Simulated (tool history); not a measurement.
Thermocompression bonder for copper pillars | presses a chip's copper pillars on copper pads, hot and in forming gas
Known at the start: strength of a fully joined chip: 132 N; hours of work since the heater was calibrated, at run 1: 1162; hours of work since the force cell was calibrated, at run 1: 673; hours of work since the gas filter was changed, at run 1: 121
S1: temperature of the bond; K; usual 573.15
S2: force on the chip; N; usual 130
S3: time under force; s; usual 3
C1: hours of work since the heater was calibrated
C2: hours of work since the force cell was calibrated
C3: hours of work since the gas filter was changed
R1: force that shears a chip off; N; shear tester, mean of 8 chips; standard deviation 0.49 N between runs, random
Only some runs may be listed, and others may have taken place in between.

{"run": 1, "hour": 0.0, "S1": 573.15, "S2": 130, "S3": 3, "C1": 1162, "C2": 673, "C3": 121, "R1": 62.4}
{"run": 2, "hour": 25.9, "S1": 573.15, "S2": 130, "S3": 4, "C1": 1181, "C2": 692, "C3": 140, "R1": 68.5}
{"hour": 48.3, "done": "force cell calibrated"}
{"run": 3, "hour": 56.0, "S1": 573.15, "S2": 130, "S3": 3, "C1": 1201, "C2": 6, "C3": 160, "R1": 62.2}
{"run": 4, "hour": 95.4, "S1": 573.15, "S2": 130, "S3": 3, "C1": 1229, "C2": 34, "C3": 189, "R1": 61.3}
{"run": 5, "hour": 122.7, "S1": 573.15, "S2": 130, "S3": 3, "C1": 1249, "C2": 53, "C3": 208, "R1": 61.4}
{"run": 6, "hour": 139.7, "S1": 573.15, "S2": 130, "S3": 3, "C1": 1261, "C2": 65, "C3": 220, "R1": 62}
{"run": 7, "hour": 168.6, "S1": 573.15, "S2": 130, "S3": 3, "C1": 1282, "C2": 86, "C3": 241, "R1": 62.2}
{"run": 8, "hour": 193.9, "S1": 573.15, "S2": 130, "S3": 3, "C1": 1300, "C2": 104, "C3": 259, "R1": 61.3}
{"run": 9, "hour": 233.7, "S1": 573.15, "S2": 130, "S3": 3, "C1": 1328, "C2": 133, "C3": 287, "R1": 61.6}
{"run": 10, "hour": 268.6, "S1": 573.15, "S2": 130, "S3": 3, "C1": 1353, "C2": 158, "C3": 312, "R1": 61.5}
{"run": 11, "hour": 304.6, "S1": 573.15, "S2": 130, "S3": 3, "C1": 1379, "C2": 183, "C3": 338, "R1": 61.5}
{"run": 12, "hour": 324.2, "S1": 573.15, "S2": 130, "S3": 3, "C1": 1393, "C2": 197, "C3": 352, "R1": 62.2}
{"run": 13, "hour": 348.7, "S1": 573.15, "S2": 130, "S3": 3, "C1": 1411, "C2": 215, "C3": 370, "R1": 60.4}
{"run": 14, "hour": 388.1, "S1": 573.15, "S2": 130, "S3": 3, "C1": 1439, "C2": 243, "C3": 398, "R1": 61.6}
{"run": 15, "hour": 420.3, "S1": 573.15, "S2": 130, "S3": 3, "C1": 1462, "C2": 266, "C3": 421, "R1": 62.1}
{"hour": 436.2, "done": "forming gas filter changed"}
{"run": 16, "hour": 454.9, "S1": 573.15, "S2": 130, "S3": 3, "C1": 1486, "C2": 291, "C3": 13, "R1": 61.1}
{"run": 17, "hour": 493.0, "S1": 573.15, "S2": 130, "S3": 3, "C1": 1514, "C2": 318, "C3": 41, "R1": 62.3}
{"run": 18, "hour": 528.1, "S1": 573.15, "S2": 188, "S3": 8, "C1": 1539, "C2": 343, "C3": 66, "R1": 104.6}
{"run": 19, "hour": 561.7, "S1": 573.15, "S2": 182, "S3": 5, "C1": 1563, "C2": 367, "C3": 90, "R1": 92.9}
{"run": 20, "hour": 596.3, "S1": 573.15, "S2": 154, "S3": 4, "C1": 1588, "C2": 392, "C3": 115, "R1": 76.6}
{"run": 21, "hour": 628.5, "S1": 573.15, "S2": 154, "S3": 4, "C1": 1611, "C2": 415, "C3": 138, "R1": 78.2}
{"run": 22, "hour": 663.0, "S1": 578.15, "S2": 141, "S3": 7, "C1": 1635, "C2": 439, "C3": 162, "R1": 91.5}
{"run": 23, "hour": 682.9, "S1": 573.15, "S2": 130, "S3": 5, "C1": 1650, "C2": 454, "C3": 177, "R1": 74.2}
{"hour": 724.2, "done": "heater calibrated with a thermocouple chip"}
{"run": 24, "hour": 725.3, "S1": 573.15, "S2": 173, "S3": 3, "C1": 1, "C2": 483, "C3": 205, "R1": 77.2}
{"run": 25, "hour": 746.6, "S1": 573.15, "S2": 86, "S3": 8, "C1": 16, "C2": 498, "C3": 221, "R1": 62.1}
{"run": 26, "hour": 770.4, "S1": 559.15, "S2": 91, "S3": 5, "C1": 33, "C2": 515, "C3": 238, "R1": 45.2}
{"run": 27, "hour": 809.3, "S1": 559.15, "S2": 91, "S3": 5, "C1": 61, "C2": 543, "C3": 266, "R1": 44.5}

Across each entry between runs, compare the hidden state at the last listed run before it with the hidden state at the first listed run after it:
From run 2 to run 3: force cell calibrated (hour 48.3)
  force that reaches the chip, % of what is set: 100.2 -> 100; oxide that the forming gas leaves, % of the face: 0.6 -> 0.61
From run 15 to run 16: forming gas filter changed (hour 436.2)
  oxide that the forming gas leaves, % of the face: 0.77 -> 0.51
From run 23 to run 24: heater calibrated with a thermocouple chip (hour 724.2)
  true temperature of the bond over the reading, C: -0.2 -> 0; oxide that the forming gas leaves, % of the face: 0.61 -> 0.63
